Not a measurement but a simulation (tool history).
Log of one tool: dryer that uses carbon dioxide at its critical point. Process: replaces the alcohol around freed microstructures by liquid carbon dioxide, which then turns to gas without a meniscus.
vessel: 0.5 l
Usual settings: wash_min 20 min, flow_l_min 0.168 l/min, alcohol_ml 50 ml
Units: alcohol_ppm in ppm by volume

| run | hour | wash_min | flow_l_min | alcohol_ml | alcohol_ppm |
|---|---|---|---|---|---|
| 1 | 0 | 20 | 0.168 | 50 | 657 |
| 2 | 21.7 | 20 | 0.168 | 50 | 700 |
| 3 | 36.7 | 20 | 0.168 | 50 | 724 |
| 4 | 55.3 | 20 | 0.168 | 50 | 766 |
| 5 | 65.2 | 16 | 0.168 | 50 | 1834 |
|  | 69.8 | inlet filter changed |
| 6 | 82.4 | 16 | 0.168 | 50 | 1135 |
| 7 | 103.4 | 13 | 0.168 | 50 | 2487 |
| 8 | 119.5 | 13 | 0.168 | 28 | 1547 |
| 9 | 141 | 13 | 0.168 | 28 | 1574 |
| 10 | 160.9 | 13 | 0.168 | 28 | 1625 |
| 11 | 179.9 | 13 | 0.168 | 28 | 1734 |
| 12 | 196.4 | 13 | 0.168 | 28 | 1723 |
| 13 | 206.3 | 20 | 0.168 | 50 | 570 |
| 14 | 225.9 | 20 | 0.168 | 34 | 462 |
| 15 | 235.6 | 20 | 0.168 | 50 | 612 |
| 16 | 257.5 | 20 | 0.168 | 50 | 649 |
| 17 | 268.3 | 20 | 0.168 | 50 | 652 |
| 18 | 280.7 | 16 | 0.168 | 50 | 1596 |
| 19 | 290.5 | 16 | 0.168 | 50 | 1663 |
| 20 | 310.4 | 20 | 0.168 | 67 | 888 |
| 21 | 325.5 | 17 | 0.155 | 89 | 3228 |
| 22 | 336.7 | 16 | 0.151 | 75 | 4012 |
| 23 | 358.6 | 19 | 0.168 | 35 | 776 |
| 24 | 369.1 | 22 | 0.206 | 112 | 418 |
|  | 378.9 | inlet filter changed |
| 25 | 386.3 | 22 | 0.208 | 75 | 238 |
| 26 | 397 | 14 | 0.169 | 63 | 2341 |
| 27 | 416 | 14 | 0.169 | 63 | 2392 |
| 28 | 426.4 | 20 | 0.108 | 32 | 1943 |
| 29 | 437.5 | 21 | 0.108 | 32 | 1733 |
| 30 | 455 | 23 | 0.119 | 50 | 1287 |
| 31 | 464.7 | 23 | 0.119 | 50 | 1309 |
| 32 | 475.1 | 23 | 0.119 | 50 | 1351 |
| 33 | 487.9 | 13 | 0.168 | 39 | 2320 |
| 34 | 508.1 | 14 | 0.147 | 66 | 4974 |
| 35 | 530.1 | 28 | 0.196 | 87 | 227 |

5 ways to go on from here, each from the tool as it stands after run 35. What would each give?
| A | 548.2 | 17 | 0.115 | 39 | ? |
| B | 548.2 | 25 | 0.206 | 50 | ? |
| C | 548.2 | 28 | 0.223 | 87 | ? |
| D | 548.2 | 20 | 0.156 | 50 | ? |
| E | 548.2 | 22 | 0.12 | 50 | ? |

| run | alcohol_ppm |
|---|---|
| A | 3735 |
| B | 244 |
| C | 234 |
| D | 872 |
| E | 1734 |
Without the tool's hidden state the same runs would have given:
| run | alcohol_ppm |
|---|---|
| A | 2696 |
| B | 22 |
| C | 15 |
| D | 432 |
| E | 1060 |
